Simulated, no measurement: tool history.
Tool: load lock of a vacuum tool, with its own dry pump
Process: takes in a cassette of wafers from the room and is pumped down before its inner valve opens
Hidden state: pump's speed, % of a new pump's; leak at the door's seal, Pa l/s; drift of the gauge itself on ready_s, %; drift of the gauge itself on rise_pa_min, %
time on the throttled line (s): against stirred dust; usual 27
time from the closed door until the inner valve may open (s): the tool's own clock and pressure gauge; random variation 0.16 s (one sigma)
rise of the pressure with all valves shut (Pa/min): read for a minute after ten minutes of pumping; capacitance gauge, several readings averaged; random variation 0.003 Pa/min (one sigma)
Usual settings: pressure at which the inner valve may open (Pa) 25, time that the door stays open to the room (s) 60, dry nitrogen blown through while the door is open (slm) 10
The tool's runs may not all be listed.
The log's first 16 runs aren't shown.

run	hour	time on the throttled line (s)	pressure at which the inner valve may open (Pa)	time that the door stays open to the room (s)	dry nitrogen blown through while the door is open (slm)	hours that the pump has run since its overhaul	times that the door has closed on its seal	incoming humidity of the room's air, %	time from the closed door until the inner valve may open (s)	rise of the pressure with all valves shut (Pa/min)
17	7968.7	27	25	60	32	7967	8477	44.9	49.6	0.052
18	8531.8	27	25	60	10	8530	10557	46.1	49.8	0.077
19	9226	27	25	60	10	9225	13121	43	50	0.076
20	9763.7	27	25	237	10	9762	15107	44.2	50.4	0.132
21	10402.3	19	22	29	9	10401	17466	45	45.2	0.077
22	10981.1	19	22	29	9	10980	19604	45.9	45.3	0.082
23	11359.8	21	25	60	13	11358	21003	45.1	46	0.102
24	11765.5	21	25	60	7	11764	22501	46.5	46.3	0.116

Run 25 comes next. What will it give?
25	12375.1	23	41	78	12	12374	24753	45.1	?	?

Run 25 gave time from the closed door until the inner valve may open (s) 45.7, rise of the pressure with all valves shut (Pa/min) 0.119.
Without the tool's hidden state the same run would have given time from the closed door until the inner valve may open (s) 43.4, rise of the pressure with all valves shut (Pa/min) 0.053.
